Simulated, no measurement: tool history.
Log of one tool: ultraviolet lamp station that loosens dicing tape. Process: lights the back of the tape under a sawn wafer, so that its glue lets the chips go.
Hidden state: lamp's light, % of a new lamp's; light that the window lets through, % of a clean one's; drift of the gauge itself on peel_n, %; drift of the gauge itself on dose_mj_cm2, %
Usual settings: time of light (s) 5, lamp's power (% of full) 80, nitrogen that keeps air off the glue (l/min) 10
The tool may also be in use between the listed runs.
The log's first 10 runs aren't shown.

run	hour	time of light (s)	lamp's power (% of full)	nitrogen that keeps air off the glue (l/min)	hours of work of the lamp	hours of work since the window was cleaned	force that peels the tape off (N)	light that reached the tape (mJ/cm2)
11	416.2	5	80	10	390	61	0.434	230
12	442.4	5	99	10	405	76	0.291	284
13	482.8	5	80	10	428	99	0.444	225
14	510.4	5	80	10	444	115	0.418	224
15	558.4	3	80	10	472	143	1.012	133
16	589.4	3	80	10	490	161	1.01	130
17	633	4	69	9	515	186	0.927	147
18	684.1	6	63	4	545	216	0.887	200
19	731.1	6	69	11	572	243	0.468	215
20	783.4	6	69	11	602	273	0.466	215
21	819.7	6	69	11	623	294	0.497	210
22	859.2	6	69	11	646	317	0.498	208
23	905.5	2	68	11	673	344	1.818	67
24	934.9	5	66	10	690	361	0.756	161
25	960.6	10	82	10	705	376	0.165	400
26	994	6	62	10	724	395	0.676	179
27	1027.9	5	64	15	744	415	0.759	152
28	1070.7	5	73	8	769	440	0.81	167
# hour 1096.1: window cleaned of glue's vapour
29	1124.9	4	85	7	800	17	0.823	174
30	1177	3	70	10	830	47	1.285	106

Forecast each of these 4 alternatives for the next run:
A	1214.2	9	63	13	851	68	?	?
B	1214.2	2	70	4	851	68	?	?
C	1214.2	6	80	10	851	68	?	?
D	1214.2	5	70	3	851	68	?	?

run	force that peels the tape off (N)	light that reached the tape (mJ/cm2)
A	0.245	281
B	2.164	72
C	0.417	238
D	1.21	168
Without the tool's hidden state the same runs would have given:
run	force that peels the tape off (N)	light that reached the tape (mJ/cm2)
A	0.137	386
B	1.803	98
C	0.226	327
D	0.819	233

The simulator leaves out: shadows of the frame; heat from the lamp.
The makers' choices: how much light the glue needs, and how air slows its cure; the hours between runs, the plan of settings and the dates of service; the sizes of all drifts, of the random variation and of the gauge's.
